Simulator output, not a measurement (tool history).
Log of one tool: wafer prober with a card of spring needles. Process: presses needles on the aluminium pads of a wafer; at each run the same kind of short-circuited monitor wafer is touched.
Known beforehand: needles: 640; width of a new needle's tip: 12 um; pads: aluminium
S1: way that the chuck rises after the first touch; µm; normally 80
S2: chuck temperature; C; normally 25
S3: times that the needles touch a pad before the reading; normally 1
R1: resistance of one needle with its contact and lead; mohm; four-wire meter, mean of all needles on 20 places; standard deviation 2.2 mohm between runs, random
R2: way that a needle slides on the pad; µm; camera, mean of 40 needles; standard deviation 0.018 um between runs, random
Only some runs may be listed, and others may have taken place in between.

run 1 day=0 | S1=80 S2=25 S3=1 | R1=302 R2=15.56
-- day=0.171 tips cleaned on abrasive film
-- day=0.446 tips cleaned on abrasive film
-- day=0.671 tips cleaned on abrasive film
-- day=0.896 tips cleaned on abrasive film
-- day=1.175 tips cleaned on abrasive film
-- day=1.45 tips cleaned on abrasive film
-- day=1.675 tips cleaned on abrasive film
run 2 day=1.825 | S1=80 S2=25 S3=1 | R1=325 R2=15.41
-- day=1.892 height of the first contact set anew
-- day=1.95 tips cleaned on abrasive film
-- day=2.229 tips cleaned on abrasive film
-- day=2.508 tips cleaned on abrasive film
-- day=2.788 tips cleaned on abrasive film
-- day=3.067 tips cleaned on abrasive film
-- day=3.346 tips cleaned on abrasive film
-- day=3.621 tips cleaned on abrasive film
-- day=3.9 tips cleaned on abrasive film
run 3 day=3.912 | S1=80 S2=33 S3=1 | R1=274 R2=15.6
-- day=4.138 tips cleaned on abrasive film
-- day=4.417 tips cleaned on abrasive film
-- day=4.696 tips cleaned on abrasive film
-- day=4.975 tips cleaned on abrasive film
-- day=5.196 tips cleaned on abrasive film
run 4 day=5.196 | S1=71 S2=25 S3=1 | R1=264 R2=13.71
-- day=5.421 tips cleaned on abrasive film
-- day=5.646 tips cleaned on abrasive film
-- day=5.867 tips cleaned on abrasive film
-- day=6.146 tips cleaned on abrasive film
-- day=6.271 height of the first contact set anew
-- day=6.383 tips cleaned on abrasive film
run 5 day=6.529 | S1=71 S2=25 S3=1 | R1=337 R2=13.94
-- day=6.646 tips cleaned on abrasive film
-- day=6.921 tips cleaned on abrasive film
-- day=7.2 tips cleaned on abrasive film
-- day=7.479 tips cleaned on abrasive film
-- day=7.758 tips cleaned on abrasive film
run 6 day=7.812 | S1=80 S2=25 S3=2 | R1=277 R2=15.6
-- day=8.033 tips cleaned on abrasive film
-- day=8.312 tips cleaned on abrasive film
-- day=8.538 tips cleaned on abrasive film
-- day=8.817 tips cleaned on abrasive film
-- day=9.096 tips cleaned on abrasive film
run 7 day=9.275 | S1=80 S2=25 S3=2 | R1=307 R2=15.52
-- day=9.333 tips cleaned on abrasive film
-- day=9.612 tips cleaned on abrasive film
-- day=9.888 tips cleaned on abrasive film
-- day=10.167 tips cleaned on abrasive film
-- day=10.438 tips cleaned on abrasive film
run 8 day=10.438 | S1=80 S2=66 S3=1 | R1=270 R2=15.43
-- day=10.617 height of the first contact set anew
-- day=10.675 tips cleaned on abrasive film
-- day=10.9 tips cleaned on abrasive film
-- day=11.175 tips cleaned on abrasive film
-- day=11.4 tips cleaned on abrasive film
-- day=11.679 tips cleaned on abrasive film
run 9 day=11.842 | S1=80 S2=66 S3=1 | R1=339 R2=15.64
-- day=11.954 tips cleaned on abrasive film
-- day=12.233 tips cleaned on abrasive film
-- day=12.512 tips cleaned on abrasive film
-- day=12.788 tips cleaned on abrasive film
-- day=13.012 tips cleaned on abrasive film
run 10 day=13.046 | S1=71 S2=25 S3=2 | R1=282 R2=13.74
-- day=13.271 tips cleaned on abrasive film
-- day=13.55 tips cleaned on abrasive film
-- day=13.771 tips cleaned on abrasive film
-- day=14.05 tips cleaned on abrasive film
-- day=14.329 tips cleaned on abrasive film
-- day=14.608 tips cleaned on abrasive film
run 11 day=14.75 | S1=73 S2=25 S3=2 | R1=313 R2=14.01
-- day=14.862 tips cleaned on abrasive film
-- day=14.988 height of the first contact set anew
-- day=15.1 tips cleaned on abrasive film
-- day=15.379 tips cleaned on abrasive film
-- day=15.604 tips cleaned on abrasive film
-- day=15.879 tips cleaned on abrasive film
-- day=16.117 tips cleaned on abrasive film
run 12 day=16.117 | S1=73 S2=25 S3=2 | R1=259 R2=14.29
-- day=16.396 tips cleaned on abrasive film
-- day=16.675 tips cleaned on abrasive film
-- day=16.896 tips cleaned on abrasive film
-- day=17.175 tips cleaned on abrasive film
-- day=17.4 tips cleaned on abrasive film
-- day=17.625 tips cleaned on abrasive film
run 13 day=17.633 | S1=73 S2=25 S3=2 | R1=264 R2=14.16
-- day=17.858 tips cleaned on abrasive film
-- day=18.133 tips cleaned on abrasive film
-- day=18.412 tips cleaned on abrasive film
-- day=18.692 tips cleaned on abrasive film
-- day=18.971 tips cleaned on abrasive film
-- day=19.25 tips cleaned on abrasive film
-- day=19.371 height of the first contact set anew
-- day=19.483 tips cleaned on abrasive film
run 14 day=19.667 | S1=62 S2=25 S3=2 | R1=347 R2=12.17
-- day=19.725 tips cleaned on abrasive film
-- day=20.004 tips cleaned on abrasive film
-- day=20.283 tips cleaned on abrasive film
-- day=20.508 tips cleaned on abrasive film
run 15 day=20.683 | S1=62 S2=25 S3=2 | R1=347 R2=12.13

Below, some changes in R1 between adjacent runs. For each, the amount present without the hidden state too (settings, incoming material, random variation) and the amount remaining for the hidden state with gauge scatter not shared by both compared results:
The hidden state here: debris on the tips, nm; way that the needles fall short of the set height, um; tips' diameter, um; drift of the gauge itself on contact_mohm, %; drift of the gauge itself on scrub_um, %.
Run 13 -> 14: S1 73 -> 62, tips cleaned on abrasive film, tips cleaned on abrasive film, tips cleaned on abrasive film, tips cleaned on abrasive film, tips cleaned on abrasive film, tips cleaned on abrasive film, height of the first contact set anew, tips cleaned on abrasive film. R1 +83 mohm: hidden state +78, all else +5.
